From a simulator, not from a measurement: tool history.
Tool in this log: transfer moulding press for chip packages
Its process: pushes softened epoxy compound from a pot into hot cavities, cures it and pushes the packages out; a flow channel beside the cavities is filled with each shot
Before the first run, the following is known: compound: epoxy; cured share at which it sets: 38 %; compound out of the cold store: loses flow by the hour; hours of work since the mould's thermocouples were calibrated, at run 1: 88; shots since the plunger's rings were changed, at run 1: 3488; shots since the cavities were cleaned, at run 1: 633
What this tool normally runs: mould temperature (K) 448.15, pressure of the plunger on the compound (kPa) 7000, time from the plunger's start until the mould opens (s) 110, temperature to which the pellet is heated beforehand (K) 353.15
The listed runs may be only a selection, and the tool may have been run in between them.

run     day  mould temperature (K)  pressure of the plunger on the compound (kPa)  time from the plunger's start until the mould opens (s)  temperature to which the pellet is heated beforehand (K)  hours of work since the mould's thermocouples were calibrated  shots since the plunger's rings were changed  shots since the cavities were cleaned  incoming compound's hours out of the cold store  length that the compound runs in the flow channel (mm)  greatest force on the pins that push the packages out (N)
  1       0                 448.15                                           7000                                                      110                                                    353.15                                                             88                                          3488                                    633                                             24.6                                                   521.8                                                        869
  2   0.521                 448.15                                           7000                                                      110                                                    353.15                                                             97                                          3641                                    786                                              8.6                                                   549.5                                                        935
      0.771  -- cavities cleaned with cleaning compound and waxed
      1.238  -- plunger's sealing rings changed
  3   1.271                 448.15                                           7000                                                      110                                                    353.15                                                            107                                             9                                    117                                             36.8                                                     517                                                       1022
  4   1.638                 448.15                                           7000                                                      110                                                    353.15                                                            113                                           117                                    225                                             11.6                                                   562.6                                                       1062
  5   1.917                 448.15                                           7000                                                      110                                                    353.15                                                            118                                           199                                    307                                             22.7                                                   540.9                                                       1042
  6   2.492                 448.15                                           7000                                                      110                                                    356.15                                                            128                                           370                                    478                                             29.8                                                   528.2                                                       1006
  7   3.075                 448.15                                           7000                                                      110                                                    353.15                                                            138                                           542                                    650                                             45.6                                                   499.4                                                        953
  8   3.371                 448.15                                           7000                                                      110                                                    353.15                                                            143                                           629                                    737                                             47.5                                                   496.3                                                        919
        3.8  -- cavities cleaned with cleaning compound and waxed, once more
  9   3.992                 448.15                                           7000                                                      110                                                    353.15                                                            152                                           794                                     57                                             21.1                                                   540.5                                                        490
 10   4.371                 448.15                                           7000                                                      110                                                    346.15                                                            159                                           906                                    169                                             25.8                                                   532.1                                                        619
 11    4.65                 454.15                                           7000                                                      110                                                    353.15                                                            163                                           987                                    250                                               47                                                   486.6                                                        553
 12   4.912                 454.15                                           7350                                                      110                                                    353.15                                                            168                                          1065                                    328                                              9.5                                                   565.6                                                        595
 13   5.512                 448.15                                           7000                                                      110                                                    353.15                                                            178                                          1241                                    504                                             34.5                                                   514.9                                                        794
 14   6.012                 448.15                                           7000                                                      110                                                    353.15                                                            187                                          1389                                    652                                             18.4                                                   543.4                                                        864
 15   6.342                 442.15                                           7600                                                      137                                                    351.15                                                            192                                          1486                                    749                                             37.2                                                   541.6                                                        834
      6.733  -- cavities cleaned with cleaning compound and waxed
 16   6.879                 442.15                                           8350                                                      110                                                    353.15                                                            200                                          1627                                     44                                             45.8                                                   551.1                                                        665
 17   7.358                 442.15                                           8350                                                      110                                                    353.15                                                            209                                          1767                                    184                                             22.3                                                   595.5                                                        928
 18   7.775                 455.15                                           7420                                                      136                                                    355.15                                                            216                                          1890                                    307                                             44.2                                                   500.6                                                        537
 19   8.071                 448.15                                           6710                                                      115                                                    349.15                                                            221                                          1978                                    395                                             22.6                                                   522.6                                                        678
 20   8.504                 448.15                                           6710                                                      107                                                    349.15                                                            228                                          2106                                    523                                             18.9                                                   527.6                                                        831
 21   8.912                 449.15                                           5300                                                      131                                                    349.15                                                            235                                          2227                                    644                                             44.3                                                   429.2                                                        654
 22   9.412                 449.15                                           5300                                                      131                                                    349.15                                                            244                                          2374                                    791                                             41.2                                                   431.9                                                        696
      9.654  -- cavities cleaned with cleaning compound and waxed
 23  10.029                 449.15                                           5300                                                      131                                                    349.15                                                            253                                          2537                                    110                                             28.7                                                   450.3                                                        456
 24  10.633                 449.15                                           5300                                                      131                                                    349.15                                                            264                                          2715                                    288                                             35.2                                                   440.6                                                        552
 25  10.904                 449.15                                           5300                                                      131                                                    349.15                                                            268                                          2795                                    368                                             32.8                                                   443.2                                                        574
 26  11.233                 450.15                                           7100                                                      106                                                    349.15                                                            274                                          2893                                    466                                             41.6                                                   495.4                                                        720
 27  11.712                 450.15                                           7100                                                      106                                                    349.15                                                            282                                          3033                                    606                                             43.4                                                   491.7                                                        788
 28  12.079                 450.15                                           7100                                                      106                                                    349.15                                                            288                                          3142                                    715                                             12.7                                                   544.4                                                        830

5 options for the next run, each taken on its own from the tool as it stands now. Forecast them:
  A  12.338                 447.15                                           6400                                                      110                                                    344.15                                                            293                                          3219                                    792                                             16.9                                                       ?                                                          ?
  B  12.338                 448.15                                           7000                                                      100                                                    354.15                                                            293                                          3219                                    792                                             43.2                                                       ?                                                          ?
  C  12.338                 447.15                                           6100                                                      106                                                    349.15                                                            293                                          3219                                    792                                               31                                                       ?                                                          ?
  D  12.338                 448.15                                           5730                                                      110                                                    349.15                                                            293                                          3219                                    792                                             33.7                                                       ?                                                          ?
  E  12.338                 452.15                                           6110                                                      110                                                    353.15                                                            293                                          3219                                    792                                             31.2                                                       ?                                                          ?

run  length that the compound runs in the flow channel (mm)  greatest force on the pins that push the packages out (N)
  A                                                   515.9                                                        946
  B                                                   491.4                                                        924
  C                                                   478.4                                                        953
  D                                                   457.9                                                        858
  E                                                   473.4                                                        732
Had the tool no hidden state, the same runs would have come out as:
run  length that the compound runs in the flow channel (mm)  greatest force on the pins that push the packages out (N)
  A                                                   531.9                                                        468
  B                                                   506.6                                                        458
  C                                                   493.2                                                        473
  D                                                   472.1                                                        420
  E                                                     488                                                        357
